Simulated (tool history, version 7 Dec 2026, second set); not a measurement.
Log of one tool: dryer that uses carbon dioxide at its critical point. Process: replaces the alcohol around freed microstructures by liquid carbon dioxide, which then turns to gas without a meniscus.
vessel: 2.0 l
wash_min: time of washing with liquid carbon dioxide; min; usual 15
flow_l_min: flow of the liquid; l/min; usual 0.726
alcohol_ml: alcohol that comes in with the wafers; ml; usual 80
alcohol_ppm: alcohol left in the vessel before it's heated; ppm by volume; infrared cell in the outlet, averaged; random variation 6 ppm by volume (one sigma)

run     day  wash_min  flow_l_min  alcohol_ml  alcohol_ppm
  1       0        15       0.726          80          369
  2   0.479        15       0.726          80          369
  3   1.133        15       0.726          80          383
  4   1.738        15       0.726          80          376
  5   2.433        15       0.726          80          372
  6   2.888        15       0.726          68          336
  7   3.475        15       0.726          68          331
  8   4.021        15       0.726          68          349
  9   4.383        15       0.726          52          270
 10   4.858        15       0.726          52          273
 11   5.438        15       0.726          52          276
 12   6.188        12       0.726          52          648
 13   6.583        12       0.726          52          646
 14   7.392        12       0.586          52         1277
 15   7.904        12       0.586          52         1313
 16   8.546        14       1.104          93          119
 17   8.888        20       0.668          80          174
 18   9.238        15       0.977          45           98
 19   9.962        15       0.729          21          153
 20  10.488        22       0.777          39           64
 21  11.038        22       0.777          39           63
 22  11.704        11       0.726          72         1254
 23  12.104        11       0.726          72         1276
 24  12.758        16       0.979          57           99
 25  13.354        16       0.979          57           87
 26  13.854        15       0.821          64          233

Forecast each of these 4 alternatives for the next run:
  A  14.608        15       0.726          27            ?
  B  14.608        15       0.482          80            ?
  C  14.608        15       0.821          21            ?
  D  14.608        18       0.821          64            ?

run  alcohol_ppm
  A          206
  B         1865
  C          109
  D          121
Without the tool's hidden state the same runs would have given:
run  alcohol_ppm
  A           89
  B         1212
  C           29
  D           35
